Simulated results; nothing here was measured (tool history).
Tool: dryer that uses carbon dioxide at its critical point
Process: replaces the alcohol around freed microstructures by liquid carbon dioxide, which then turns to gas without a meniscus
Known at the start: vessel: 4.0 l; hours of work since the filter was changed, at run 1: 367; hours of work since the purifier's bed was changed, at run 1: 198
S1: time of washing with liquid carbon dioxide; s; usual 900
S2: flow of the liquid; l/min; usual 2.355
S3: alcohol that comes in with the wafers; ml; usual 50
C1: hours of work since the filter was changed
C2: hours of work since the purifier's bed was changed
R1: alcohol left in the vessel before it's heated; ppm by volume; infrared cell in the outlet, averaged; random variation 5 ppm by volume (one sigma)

run   hour    S1     S2   S3   C1   C2  R1
  1      0   900  2.355   50  367  198  34
  2   11.5   900  2.355   50  373  203  33
  3   18.5   900  2.355   50  376  206  39
  4   33.4   900  2.355   50  383  213  43
  5   41.9   900  2.355   50  386  217  44
      51.6  -- inlet filter changed
  6   56.7   900  2.355   50    2  223  26
  7   67.6   900   1.86   50    7  228  50
  8   82.4   600  2.355   50   14  235  86
  9   90.7   600  2.355   50   18  239  87
 10  102.6   600  2.355   50   23  244  85
 11    116   900  2.355   50   29  250  30
 12  130.9   900  2.355   50   36  257  41
 13  143.3   900  2.355   50   42  263  29
 14  155.7   900   1.57   27   47  268  73
 15  169.2   900   1.57   27   54  275  78
 16  179.3   600   3.32  117   58  279  51
 17  193.3   600   3.32  117   65  286  51
 18  200.9   600   3.85  117   68  289  33
 19  211.5   600   3.85  117   73  294  42
 20  223.5  1320   2.59   50   78  299  36
 21  235.1  1320   3.11  105   84  305  34
 22  250.6  1320   3.11  105   91  312  45
 23  258.3  1320   3.11  105   94  315  31

Forecast each of these 3 alternatives for the next run:
  A   268   900  2.355   95  99  320   ?
  B   268  1020    2.2   46  99  320   ?
  C   268  1020  2.355  100  99  320   ?

run  R1
  A  42
  B  42
  C  35
Without the tool's hidden state the same runs would have given:
run  R1
  A   7
  B   7
  C   1
